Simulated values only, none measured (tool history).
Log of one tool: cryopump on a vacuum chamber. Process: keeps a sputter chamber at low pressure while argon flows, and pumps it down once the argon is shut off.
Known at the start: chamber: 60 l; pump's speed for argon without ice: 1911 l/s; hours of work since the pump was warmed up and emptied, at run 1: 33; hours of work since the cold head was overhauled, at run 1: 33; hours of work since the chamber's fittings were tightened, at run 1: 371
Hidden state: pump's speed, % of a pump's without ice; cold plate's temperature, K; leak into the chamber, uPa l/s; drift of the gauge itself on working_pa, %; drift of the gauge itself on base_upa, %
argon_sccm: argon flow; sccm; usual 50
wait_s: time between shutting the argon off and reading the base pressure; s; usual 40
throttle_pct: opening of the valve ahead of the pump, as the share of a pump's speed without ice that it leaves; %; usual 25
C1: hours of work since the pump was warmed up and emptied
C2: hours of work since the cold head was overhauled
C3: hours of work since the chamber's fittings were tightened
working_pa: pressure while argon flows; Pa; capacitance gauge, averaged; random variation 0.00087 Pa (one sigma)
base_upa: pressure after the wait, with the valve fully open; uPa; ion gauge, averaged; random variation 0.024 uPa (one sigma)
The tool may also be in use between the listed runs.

{"run": 1, "hour": 0.0, "argon_sccm": 50, "wait_s": 40, "throttle_pct": 25, "C1": 33, "C2": 33, "C3": 371, "working_pa": 0.1766, "base_upa": 0.95}
{"run": 2, "hour": 26.3, "argon_sccm": 50, "wait_s": 40, "throttle_pct": 25, "C1": 48, "C2": 48, "C3": 386, "working_pa": 0.1779, "base_upa": 0.96}
{"run": 3, "hour": 47.7, "argon_sccm": 50, "wait_s": 40, "throttle_pct": 25, "C1": 59, "C2": 59, "C3": 397, "working_pa": 0.1792, "base_upa": 0.96}
{"run": 4, "hour": 87.9, "argon_sccm": 50, "wait_s": 40, "throttle_pct": 25, "C1": 81, "C2": 81, "C3": 419, "working_pa": 0.1775, "base_upa": 0.94}
{"run": 5, "hour": 130.4, "argon_sccm": 50, "wait_s": 127, "throttle_pct": 25, "C1": 105, "C2": 105, "C3": 443, "working_pa": 0.1777, "base_upa": 0.47}
{"run": 6, "hour": 157.6, "argon_sccm": 50, "wait_s": 127, "throttle_pct": 25, "C1": 120, "C2": 120, "C3": 457, "working_pa": 0.1785, "base_upa": 0.49}
{"run": 7, "hour": 208.4, "argon_sccm": 50, "wait_s": 127, "throttle_pct": 25, "C1": 147, "C2": 147, "C3": 485, "working_pa": 0.1794, "base_upa": 0.51}
{"run": 8, "hour": 247.7, "argon_sccm": 50, "wait_s": 127, "throttle_pct": 25, "C1": 169, "C2": 169, "C3": 507, "working_pa": 0.1788, "base_upa": 0.53}
{"run": 9, "hour": 287.5, "argon_sccm": 50, "wait_s": 127, "throttle_pct": 25, "C1": 191, "C2": 191, "C3": 528, "working_pa": 0.1787, "base_upa": 0.51}
{"run": 10, "hour": 324.4, "argon_sccm": 50, "wait_s": 127, "throttle_pct": 25, "C1": 211, "C2": 211, "C3": 549, "working_pa": 0.1792, "base_upa": 0.51}
{"run": 11, "hour": 346.7, "argon_sccm": 50, "wait_s": 127, "throttle_pct": 59, "C1": 223, "C2": 223, "C3": 561, "working_pa": 0.0779, "base_upa": 0.48}
{"run": 12, "hour": 388.5, "argon_sccm": 50, "wait_s": 127, "throttle_pct": 59, "C1": 246, "C2": 246, "C3": 584, "working_pa": 0.0777, "base_upa": 0.53}
{"run": 13, "hour": 427.2, "argon_sccm": 50, "wait_s": 127, "throttle_pct": 59, "C1": 267, "C2": 267, "C3": 605, "working_pa": 0.0783, "base_upa": 0.54}
{"run": 14, "hour": 463.4, "argon_sccm": 50, "wait_s": 127, "throttle_pct": 59, "C1": 287, "C2": 287, "C3": 625, "working_pa": 0.0779, "base_upa": 0.54}
{"run": 15, "hour": 510.4, "argon_sccm": 50, "wait_s": 226, "throttle_pct": 25, "C1": 312, "C2": 312, "C3": 650, "working_pa": 0.1803, "base_upa": 0.45}
{"run": 16, "hour": 552.6, "argon_sccm": 33, "wait_s": 226, "throttle_pct": 25, "C1": 336, "C2": 336, "C3": 673, "working_pa": 0.1199, "base_upa": 0.45}
{"run": 17, "hour": 599.8, "argon_sccm": 33, "wait_s": 226, "throttle_pct": 25, "C1": 361, "C2": 361, "C3": 699, "working_pa": 0.1197, "base_upa": 0.47}
{"run": 18, "hour": 634.7, "argon_sccm": 48, "wait_s": 253, "throttle_pct": 25, "C1": 380, "C2": 380, "C3": 718, "working_pa": 0.1739, "base_upa": 0.45}
{"run": 19, "hour": 657.6, "argon_sccm": 48, "wait_s": 24, "throttle_pct": 25, "C1": 393, "C2": 393, "C3": 731, "working_pa": 0.1744, "base_upa": 1.59}
{"run": 20, "hour": 707.9, "argon_sccm": 26, "wait_s": 110, "throttle_pct": 42, "C1": 420, "C2": 420, "C3": 758, "working_pa": 0.0572, "base_upa": 0.6}
{"run": 21, "hour": 752.1, "argon_sccm": 31, "wait_s": 58, "throttle_pct": 35, "C1": 445, "C2": 445, "C3": 782, "working_pa": 0.0813, "base_upa": 0.84}
{"run": 22, "hour": 788.4, "argon_sccm": 25, "wait_s": 36, "throttle_pct": 35, "C1": 464, "C2": 464, "C3": 802, "working_pa": 0.0658, "base_upa": 1.14}
{"run": 23, "hour": 834.9, "argon_sccm": 81, "wait_s": 36, "throttle_pct": 37, "C1": 490, "C2": 490, "C3": 828, "working_pa": 0.2034, "base_upa": 1.18}
{"run": 24, "hour": 877.5, "argon_sccm": 81, "wait_s": 36, "throttle_pct": 37, "C1": 513, "C2": 513, "C3": 851, "working_pa": 0.2035, "base_upa": 1.15}
{"run": 25, "hour": 922.9, "argon_sccm": 81, "wait_s": 36, "throttle_pct": 37, "C1": 538, "C2": 538, "C3": 876, "working_pa": 0.2038, "base_upa": 1.21}
{"run": 26, "hour": 973.8, "argon_sccm": 29, "wait_s": 45, "throttle_pct": 39, "C1": 566, "C2": 566, "C3": 904, "working_pa": 0.07, "base_upa": 1.01}
{"run": 27, "hour": 1005.3, "argon_sccm": 29, "wait_s": 40, "throttle_pct": 25, "C1": 583, "C2": 583, "C3": 921, "working_pa": 0.1068, "base_upa": 1.17}
{"run": 28, "hour": 1045.9, "argon_sccm": 28, "wait_s": 35, "throttle_pct": 24, "C1": 605, "C2": 605, "C3": 943, "working_pa": 0.1073, "base_upa": 1.23}
{"hour": 1071.6, "done": "pump warmed up, emptied and cooled again"}
{"run": 29, "hour": 1085.6, "argon_sccm": 28, "wait_s": 35, "throttle_pct": 24, "C1": 8, "C2": 624, "C3": 962, "working_pa": 0.1036, "base_upa": 1.2}
{"run": 30, "hour": 1118.2, "argon_sccm": 43, "wait_s": 28, "throttle_pct": 24, "C1": 25, "C2": 642, "C3": 980, "working_pa": 0.159, "base_upa": 1.39}
{"run": 31, "hour": 1162.1, "argon_sccm": 43, "wait_s": 28, "throttle_pct": 24, "C1": 49, "C2": 666, "C3": 1004, "working_pa": 0.1595, "base_upa": 1.39}

The same runs without the tool's hidden state, with the same run-to-run variation:
run=1 working_pa=0.1759 base_upa=0.86
run=2 working_pa=0.1771 base_upa=0.86
run=3 working_pa=0.1782 base_upa=0.85
run=4 working_pa=0.1763 base_upa=0.83
run=5 working_pa=0.1762 base_upa=0.36
run=6 working_pa=0.1770 base_upa=0.36
run=7 working_pa=0.1775 base_upa=0.38
run=8 working_pa=0.1767 base_upa=0.39
run=9 working_pa=0.1764 base_upa=0.37
run=10 working_pa=0.1767 base_upa=0.36
run=11 working_pa=0.0752 base_upa=0.32
run=12 working_pa=0.0748 base_upa=0.38
run=13 working_pa=0.0751 base_upa=0.37
run=14 working_pa=0.0745 base_upa=0.37
run=15 working_pa=0.1766 base_upa=0.28
run=16 working_pa=0.1173 base_upa=0.27
run=17 working_pa=0.1168 base_upa=0.27
run=18 working_pa=0.1696 base_upa=0.25
run=19 working_pa=0.1700 base_upa=1.38
run=20 working_pa=0.0545 base_upa=0.38
run=21 working_pa=0.0780 base_upa=0.62
run=22 working_pa=0.0631 base_upa=0.92
run=23 working_pa=0.1939 base_upa=0.94
run=24 working_pa=0.1936 base_upa=0.92
run=25 working_pa=0.1933 base_upa=0.96
run=26 working_pa=0.0661 base_upa=0.75
run=27 working_pa=0.1027 base_upa=0.90
run=28 working_pa=0.1032 base_upa=0.96
run=29 working_pa=0.1034 base_upa=0.98
run=30 working_pa=0.1585 base_upa=1.17
run=31 working_pa=0.1588 base_upa=1.16
